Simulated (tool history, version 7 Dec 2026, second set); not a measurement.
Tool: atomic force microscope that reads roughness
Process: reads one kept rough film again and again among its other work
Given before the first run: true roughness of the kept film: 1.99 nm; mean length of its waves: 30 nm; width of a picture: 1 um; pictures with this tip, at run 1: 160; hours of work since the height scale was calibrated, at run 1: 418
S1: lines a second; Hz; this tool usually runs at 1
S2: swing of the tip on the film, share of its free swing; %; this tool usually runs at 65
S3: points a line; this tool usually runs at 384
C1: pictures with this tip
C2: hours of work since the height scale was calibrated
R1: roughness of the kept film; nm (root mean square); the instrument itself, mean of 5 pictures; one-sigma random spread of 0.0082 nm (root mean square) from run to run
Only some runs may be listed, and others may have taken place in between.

run,hour,S1,S2,S3,C1,C2,R1
1,0,1,65,384,160,418,1.66
2,11.2,1,57,384,174,427,1.679
3,19.7,1,84,384,184,433,1.589
4,28.2,1,61,384,194,439,1.656
5,41,1.61,61,384,210,448,1.637
# hour 45.5: new tip fitted
6,50.7,1,65,384,6,455,1.768
7,62.9,1,65,384,21,464,1.744
# hour 65.4: height scale calibrated on a step standard
8,74.6,1,65,384,34,7,1.736
9,84.1,1,65,384,45,14,1.719
10,99.2,1,65,928,64,24,1.723
11,110.2,1,65,928,77,32,1.72
12,118.7,1,65,928,87,39,1.702
# hour 125.9: height scale calibrated on a step standard, once more
13,131.4,1,65,928,101,4,1.724
14,138.5,1,73,596,110,9,1.676
15,145.7,1,73,596,119,14,1.672
16,157.9,1,73,596,133,23,1.685
17,173.4,1.09,73,908,152,34,1.666
18,186.1,0.99,73,908,168,43,1.656
19,197.1,0.99,73,908,181,51,1.645
20,213,1,65,490,200,63,1.659
# hour 226.1: new tip fitted
21,229.9,1,65,490,5,75,1.777
22,246.1,0.66,61,407,25,86,1.764
23,256.1,0.66,61,407,37,94,1.758
24,269.1,1.83,64,259,53,103,1.691
25,285.3,2.18,62,728,72,115,1.71

Consider 4 possible next runs. They are alternatives, not a sequence: every one starts from the tool as it was left by run 25. What does each give?
A,298.2,2.03,80,276,88,124,?
B,298.2,1,86,384,88,124,?
C,298.2,0.97,62,728,88,124,?
D,298.2,2.18,57,1008,88,124,?

run,R1
A,1.597
B,1.651
C,1.731
D,1.713
Without the tool's unlogged condition, the same runs would have read:
run,R1
A,1.664
B,1.721
C,1.804
D,1.786

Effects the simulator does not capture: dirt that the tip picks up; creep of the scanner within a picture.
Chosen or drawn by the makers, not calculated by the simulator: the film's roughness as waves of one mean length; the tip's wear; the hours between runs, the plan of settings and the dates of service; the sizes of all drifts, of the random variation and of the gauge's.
